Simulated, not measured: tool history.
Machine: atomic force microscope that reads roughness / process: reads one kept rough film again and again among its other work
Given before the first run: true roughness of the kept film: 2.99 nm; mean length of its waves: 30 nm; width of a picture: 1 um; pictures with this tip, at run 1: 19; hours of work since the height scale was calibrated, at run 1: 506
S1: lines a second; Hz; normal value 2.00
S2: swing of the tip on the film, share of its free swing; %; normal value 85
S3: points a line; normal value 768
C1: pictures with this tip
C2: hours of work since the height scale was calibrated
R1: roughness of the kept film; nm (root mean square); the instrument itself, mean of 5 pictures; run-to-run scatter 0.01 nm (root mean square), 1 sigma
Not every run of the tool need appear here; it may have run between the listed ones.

run,hour,S1,S2,S3,C1,C2,R1
1,0.0,2.00,85,768,19,506,2.277
2,29.2,2.00,85,768,52,519,2.273
3,58.3,2.00,85,768,84,533,2.283
4,80.6,2.00,85,768,109,543,2.285
5,100.3,2.00,85,768,132,552,2.266
6,140.8,2.00,85,768,177,571,2.287
7,181.1,2.00,85,768,222,589,2.275
8,220.9,2.00,85,768,267,608,2.263
9,245.0,2.00,85,768,294,619,2.267
10,269.1,2.00,85,768,321,630,2.274
# hour 273.5: new tip fitted
11,294.4,2.00,85,768,23,641,2.286
12,317.5,2.00,85,768,49,652,2.268
13,360.5,2.00,57,768,97,672,2.668
14,387.0,2.00,85,768,127,684,2.276
15,417.7,2.00,85,768,161,698,2.279
16,453.5,2.00,85,768,202,715,2.267
17,494.5,2.00,85,533,248,734,2.260
18,526.1,2.00,57,768,283,749,2.699
# hour 563.5: new tip fitted
19,570.1,2.00,85,768,7,769,2.279
20,598.7,2.00,85,768,39,782,2.277
21,631.1,2.86,85,768,76,797,2.118
22,671.9,2.00,85,768,121,816,2.285
23,702.5,2.00,85,768,156,830,2.276
24,742.5,2.00,85,768,201,848,2.275
25,765.4,2.00,85,768,226,859,2.266
26,786.2,2.00,85,551,250,869,2.276
27,818.2,2.00,85,768,286,883,2.277
# hour 854.0: new tip fitted
28,861.0,0.60,60,796,8,903,2.740
29,890.2,0.62,74,392,41,917,2.674
30,934.0,0.62,74,392,90,937,2.671
31,964.0,1.45,85,725,124,951,2.391
32,983.8,0.63,62,796,146,960,2.747
33,1015.8,2.00,85,369,182,975,2.245
34,1040.0,2.00,85,369,209,986,2.261
35,1069.7,2.00,85,369,243,1000,2.256
36,1101.5,1.85,89,268,278,1014,2.208
# hour 1144.3: new tip fitted
37,1144.5,1.85,89,268,0,1034,2.200
38,1163.3,1.85,89,268,21,1043,2.216
39,1183.6,0.95,89,268,44,1052,2.427
40,1214.3,2.78,85,1004,78,1066,2.120
41,1255.9,3.35,85,887,125,1085,2.008
42,1276.0,2.37,85,768,148,1095,2.206
43,1313.3,2.37,85,768,190,1112,2.197
44,1348.0,0.66,85,574,229,1128,2.584
45,1381.5,0.66,85,574,266,1143,2.598
46,1421.7,2.66,71,388,311,1162,2.436
# hour 1434.3: new tip fitted
47,1463.3,1.24,66,382,32,1181,2.645
# hour 1498.0: height scale calibrated on a step standard
48,1503.8,2.62,73,357,77,3,2.379
49,1547.3,2.62,73,692,126,23,2.404
50,1580.2,1.03,73,814,163,38,2.613
51,1621.3,3.23,73,341,209,57,2.316
52,1642.0,3.23,73,341,232,67,2.321
53,1683.3,1.99,60,490,278,86,2.625

Across each entry between runs, compare the hidden state at the last listed run before it with the hidden state at the first listed run after it:
Logged between run 10 and run 11: new tip fitted (hour 273.5)
  radius of the tip, nm: 5.3 -> 5
Logged between run 18 and run 19: new tip fitted (hour 563.5)
  radius of the tip, nm: 5.2 -> 5
Logged between run 27 and run 28: new tip fitted (hour 854.0)
  radius of the tip, nm: 5.2 -> 5
Logged between run 36 and run 37: new tip fitted (hour 1144.3)
  radius of the tip, nm: 5.2 -> 5
Logged between run 46 and run 47: new tip fitted (hour 1434.3)
  radius of the tip, nm: 5.2 -> 5
Logged between run 47 and run 48: height scale calibrated on a step standard (hour 1498.0)
  radius of the tip, nm: 5 -> 5.1; height scale over the true one, %: 0.05 -> 0
